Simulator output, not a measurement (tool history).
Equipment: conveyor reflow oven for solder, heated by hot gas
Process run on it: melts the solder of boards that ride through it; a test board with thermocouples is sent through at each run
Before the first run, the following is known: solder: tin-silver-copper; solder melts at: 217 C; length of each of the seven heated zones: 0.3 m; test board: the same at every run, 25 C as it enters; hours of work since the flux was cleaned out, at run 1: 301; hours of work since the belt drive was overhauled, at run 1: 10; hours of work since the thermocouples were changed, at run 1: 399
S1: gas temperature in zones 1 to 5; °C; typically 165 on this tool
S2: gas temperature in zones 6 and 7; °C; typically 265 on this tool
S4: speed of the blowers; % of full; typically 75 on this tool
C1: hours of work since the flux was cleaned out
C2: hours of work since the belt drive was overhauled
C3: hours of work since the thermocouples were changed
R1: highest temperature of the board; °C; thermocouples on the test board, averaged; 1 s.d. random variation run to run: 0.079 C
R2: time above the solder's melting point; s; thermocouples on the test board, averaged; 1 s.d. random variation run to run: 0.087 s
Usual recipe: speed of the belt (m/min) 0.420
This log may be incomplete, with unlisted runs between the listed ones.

run 1 hour=0.0 | S1=165 S2=265 speed_of_the_belt_(m/min)=0.420 S4=75 | C1=301 C2=10 C3=399 | R1=246.17 R2=54.65
run 2 hour=11.3 | S1=165 S2=265 speed_of_the_belt_(m/min)=0.420 S4=75 | C1=308 C2=18 C3=406 | R1=246.22 R2=54.72
run 3 hour=18.4 | S1=165 S2=265 speed_of_the_belt_(m/min)=0.420 S4=75 | C1=313 C2=22 C3=411 | R1=246.15 R2=54.62
run 4 hour=24.1 | S1=165 S2=265 speed_of_the_belt_(m/min)=0.420 S4=75 | C1=316 C2=26 C3=415 | R1=245.99 R2=54.60
run 5 hour=30.5 | S1=165 S2=264 speed_of_the_belt_(m/min)=0.420 S4=75 | C1=321 C2=30 C3=419 | R1=245.14 R2=53.84
run 6 hour=43.0 | S1=165 S2=279 speed_of_the_belt_(m/min)=0.420 S4=75 | C1=329 C2=38 C3=427 | R1=257.98 R2=64.58
run 7 hour=55.9 | S1=165 S2=279 speed_of_the_belt_(m/min)=0.420 S4=75 | C1=337 C2=46 C3=435 | R1=258.09 R2=64.45
run 8 hour=65.5 | S1=165 S2=265 speed_of_the_belt_(m/min)=0.420 S4=69 | C1=343 C2=52 C3=441 | R1=245.08 R2=53.25
run 9 hour=72.8 | S1=165 S2=265 speed_of_the_belt_(m/min)=0.420 S4=75 | C1=348 C2=57 C3=446 | R1=246.03 R2=54.46
-- hour=82.3 flux residue cleaned out of gas plates and filters
run 10 hour=84.0 | S1=170 S2=265 speed_of_the_belt_(m/min)=0.420 S4=75 | C1=1 C2=61 C3=450 | R1=248.37 R2=59.08
run 11 hour=94.9 | S1=170 S2=265 speed_of_the_belt_(m/min)=0.420 S4=75 | C1=8 C2=68 C3=457 | R1=248.39 R2=59.22
run 12 hour=107.0 | S1=170 S2=257 speed_of_the_belt_(m/min)=0.420 S4=75 | C1=16 C2=76 C3=464 | R1=241.46 R2=52.41
run 13 hour=113.3 | S1=170 S2=273 speed_of_the_belt_(m/min)=0.420 S4=75 | C1=20 C2=80 C3=468 | R1=255.25 R2=64.57
run 14 hour=125.2 | S1=165 S2=265 speed_of_the_belt_(m/min)=0.420 S4=75 | C1=27 C2=87 C3=476 | R1=247.45 R2=56.29
run 15 hour=137.2 | S1=165 S2=265 speed_of_the_belt_(m/min)=0.420 S4=75 | C1=35 C2=95 C3=484 | R1=247.29 R2=56.18
run 16 hour=146.8 | S1=165 S2=267 speed_of_the_belt_(m/min)=0.420 S4=90 | C1=41 C2=101 C3=490 | R1=251.27 R2=60.45
run 17 hour=159.7 | S1=151 S2=269 speed_of_the_belt_(m/min)=0.370 S4=90 | C1=50 C2=109 C3=498 | R1=255.03 R2=68.12
run 18 hour=171.5 | S1=154 S2=265 speed_of_the_belt_(m/min)=0.420 S4=82 | C1=57 C2=117 C3=506 | R1=246.46 R2=52.03
run 19 hour=183.6 | S1=163 S2=271 speed_of_the_belt_(m/min)=0.353 S4=66 | C1=65 C2=125 C3=513 | R1=256.46 R2=76.48
run 20 hour=189.3 | S1=178 S2=272 speed_of_the_belt_(m/min)=0.485 S4=65 | C1=69 C2=128 C3=517 | R1=248.70 R2=52.25
run 21 hour=199.4 | S1=178 S2=278 speed_of_the_belt_(m/min)=0.416 S4=74 | C1=75 C2=135 C3=524 | R1=260.90 R2=72.27
run 22 hour=212.3 | S1=178 S2=258 speed_of_the_belt_(m/min)=0.416 S4=58 | C1=83 C2=143 C3=532 | R1=241.27 R2=54.85
run 23 hour=221.8 | S1=178 S2=258 speed_of_the_belt_(m/min)=0.416 S4=58 | C1=89 C2=149 C3=538 | R1=241.18 R2=54.81
run 24 hour=231.8 | S1=178 S2=258 speed_of_the_belt_(m/min)=0.416 S4=58 | C1=96 C2=155 C3=544 | R1=241.14 R2=54.76
run 25 hour=239.8 | S1=165 S2=262 speed_of_the_belt_(m/min)=0.420 S4=75 | C1=101 C2=161 C3=549 | R1=244.48 R2=53.48
run 26 hour=248.9 | S1=170 S2=265 speed_of_the_belt_(m/min)=0.438 S4=75 | C1=107 C2=166 C3=555 | R1=246.60 R2=54.49
run 27 hour=258.7 | S1=165 S2=265 speed_of_the_belt_(m/min)=0.480 S4=88 | C1=113 C2=173 C3=561 | R1=244.29 R2=45.83
run 28 hour=270.6 | S1=157 S2=270 speed_of_the_belt_(m/min)=0.433 S4=88 | C1=121 C2=180 C3=569 | R1=250.86 R2=54.97
run 29 hour=276.2 | S1=157 S2=270 speed_of_the_belt_(m/min)=0.433 S4=88 | C1=124 C2=184 C3=573 | R1=250.77 R2=54.95
run 30 hour=285.0 | S1=157 S2=270 speed_of_the_belt_(m/min)=0.433 S4=88 | C1=130 C2=189 C3=578 | R1=250.71 R2=55.05

Below are 5 alternative next runs, each starting from the tool's condition after run 30. Predict each:
run A hour=293.5 | S1=155 S2=264 speed_of_the_belt_(m/min)=0.376 S4=75 | C1=135 C2=195 C3=584 | R1=? R2=?
run B hour=293.5 | S1=157 S2=270 speed_of_the_belt_(m/min)=0.433 S4=56 | C1=135 C2=195 C3=584 | R1=? R2=?
run C hour=293.5 | S1=165 S2=265 speed_of_the_belt_(m/min)=0.474 S4=61 | C1=135 C2=195 C3=584 | R1=? R2=?
run D hour=293.5 | S1=165 S2=280 speed_of_the_belt_(m/min)=0.457 S4=75 | C1=135 C2=195 C3=584 | R1=? R2=?
run E hour=293.5 | S1=165 S2=274 speed_of_the_belt_(m/min)=0.376 S4=72 | C1=135 C2=195 C3=584 | R1=? R2=?

run=A R1=248.10 R2=61.22
run=B R1=244.39 R2=47.47
run=C R1=239.74 R2=40.13
run=D R1=256.52 R2=57.86
run=E R1=258.15 R2=73.46
The same runs, with their run-to-run variation unchanged, on a tool lacking any hidden condition would have given:
run=A R1=248.43 R2=61.60
run=B R1=244.81 R2=47.91
run=C R1=240.19 R2=40.69
run=D R1=257.05 R2=58.16
run=E R1=258.46 R2=73.59
